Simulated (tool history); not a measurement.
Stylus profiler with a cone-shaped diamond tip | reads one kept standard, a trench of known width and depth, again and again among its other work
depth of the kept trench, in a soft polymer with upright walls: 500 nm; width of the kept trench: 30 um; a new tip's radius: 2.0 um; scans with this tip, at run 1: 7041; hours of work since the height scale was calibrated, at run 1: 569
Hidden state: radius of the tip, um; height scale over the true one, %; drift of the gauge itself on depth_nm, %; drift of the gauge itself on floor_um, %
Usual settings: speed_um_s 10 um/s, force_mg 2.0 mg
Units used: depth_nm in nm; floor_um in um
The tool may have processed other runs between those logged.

run	hour	speed_um_s	force_mg	scans with this tip	hours of work since the height scale was calibrated	depth_nm	floor_um
1	0.0	10	2.0	7041	569	505.60	26.74
2	58.1	10	4.1	7565	611	508.95	26.69
3	83.8	10	4.1	7797	630	508.96	26.70
4	143.8	10	2.0	8338	674	505.88	26.65
5	191.5	10	2.0	8770	709	506.16	26.68
6	239.5	10	2.0	9203	744	505.97	26.60

Run 7, settings as shown, results not yet in. Your forecast:
7	289.4	10	2.0	9653	780	?	?

depth_nm: 506.19 nm
floor_um: 26.57 um
The same run, on a tool lacking any hidden state, would have yielded depth_nm 505.20 nm, floor_um 27.29 um.

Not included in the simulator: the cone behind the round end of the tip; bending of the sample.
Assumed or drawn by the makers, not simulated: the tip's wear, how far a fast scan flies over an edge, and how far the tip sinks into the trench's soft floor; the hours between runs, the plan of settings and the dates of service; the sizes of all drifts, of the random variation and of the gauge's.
